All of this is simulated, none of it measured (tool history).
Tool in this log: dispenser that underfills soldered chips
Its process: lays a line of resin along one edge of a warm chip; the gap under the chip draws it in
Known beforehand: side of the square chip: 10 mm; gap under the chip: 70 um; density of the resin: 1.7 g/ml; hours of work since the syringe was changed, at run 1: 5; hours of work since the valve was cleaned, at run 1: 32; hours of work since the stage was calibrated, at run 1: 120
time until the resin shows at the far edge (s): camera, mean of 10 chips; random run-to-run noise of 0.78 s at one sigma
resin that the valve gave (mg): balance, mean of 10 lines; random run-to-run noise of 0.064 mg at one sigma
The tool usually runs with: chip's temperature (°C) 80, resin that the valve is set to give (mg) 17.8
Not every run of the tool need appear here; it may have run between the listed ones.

run,day,chip's temperature (°C),resin that the valve is set to give (mg),hours of work since the syringe was changed,hours of work since the valve was cleaned,hours of work since the stage was calibrated,time until the resin shows at the far edge (s),resin that the valve gave (mg)
1,0.000,80,17.8,5,32,120,102.4,17.46
# day 0.104: new syringe of resin
2,0.158,80,17.8,1,34,122,76.6,17.54
3,0.396,80,17.8,5,38,126,103.6,17.45
# day 0.508: new syringe of resin
4,0.625,80,17.8,2,41,130,81.7,17.46
5,0.792,83,17.8,5,44,132,89.8,17.39
# day 0.912: new syringe of resin
6,1.100,80,17.8,3,48,137,89.3,17.36
# day 1.304: new syringe of resin
7,1.400,80,17.8,2,53,142,79.7,17.21
8,1.667,80,17.8,6,57,146,111.6,17.08
# day 1.708: new syringe of resin
# day 1.858: dispensing valve cleaned and set on the balance
9,1.933,80,17.8,3,1,149,88.7,17.81
10,2.083,80,17.8,5,4,152,104.7,17.71
# day 2.146: new syringe of resin
11,2.375,74,17.8,4,8,156,112.7,17.75
# day 2.554: new syringe of resin
12,2.650,78,17.8,1,12,160,86.6,17.69
13,2.862,78,17.8,5,16,164,108.9,17.70
# day 2.958: new syringe of resin
14,3.008,78,17.8,1,18,166,80.6,17.81
15,3.225,80,17.8,4,21,169,96.6,17.63
# day 3.362: new syringe of resin
16,3.383,80,17.8,0,23,171,72.4,17.61
17,3.662,80,17.8,5,28,176,101.0,17.53
# day 3.775: new syringe of resin
18,3.808,83,17.8,1,30,178,64.0,17.54
19,3.946,76,18.8,3,32,180,98.0,18.54
20,4.067,76,18.8,5,34,182,112.6,18.44
# day 4.175: new syringe of resin
21,4.338,93,17.8,3,38,186,53.5,17.44
22,4.529,84,16.5,6,41,189,92.4,16.04
# day 4.567: new syringe of resin
23,4.708,84,16.5,2,44,192,71.9,16.13
24,4.838,84,16.5,4,46,194,82.8,16.04
# day 4.971: new syringe of resin
25,5.017,83,16.5,1,49,197,68.4,15.92
26,5.196,83,16.5,4,51,199,85.1,16.04
# day 5.371: new syringe of resin
27,5.433,80,16.3,1,55,203,78.1,15.78
28,5.679,80,16.3,5,59,207,102.3,15.82
# day 5.742: dispensing valve cleaned and set on the balance
# day 5.812: new syringe of resin
29,5.929,80,16.3,2,3,210,83.0,16.30
30,6.162,80,16.3,6,6,214,109.6,16.27
# day 6.204: new syringe of resin
31,6.333,88,15.3,2,9,216,63.3,15.25
# day 6.596: new syringe of resin
32,6.629,68,17.8,1,13,221,115.8,17.64
33,6.771,68,17.8,3,16,223,138.4,17.59
# day 7.000: new syringe of resin
34,7.008,65,19.8,0,19,226,125.9,19.48
35,7.196,83,15.4,3,22,229,83.3,15.28

4 options for the next run, each taken on its own from the tool as it stands now. Forecast them:
# day 7.388: new syringe of resin
A,7.392,85,21.0,0,25,232,?,?
# day 7.388: new syringe of resin
B,7.392,83,17.6,0,25,232,?,?
# day 7.388: new syringe of resin
C,7.392,81,18.1,0,25,232,?,?
# day 7.388: new syringe of resin
D,7.392,68,17.8,0,25,232,?,?

run,time until the resin shows at the far edge (s),resin that the valve gave (mg)
A,57.4,20.73
B,63.4,17.36
C,66.1,17.94
D,109.4,17.57
Without the tool's hidden state the same runs would have given:
run,time until the resin shows at the far edge (s),resin that the valve gave (mg)
A,59.3,20.99
B,65.4,17.57
C,68.3,18.16
D,113.2,17.79

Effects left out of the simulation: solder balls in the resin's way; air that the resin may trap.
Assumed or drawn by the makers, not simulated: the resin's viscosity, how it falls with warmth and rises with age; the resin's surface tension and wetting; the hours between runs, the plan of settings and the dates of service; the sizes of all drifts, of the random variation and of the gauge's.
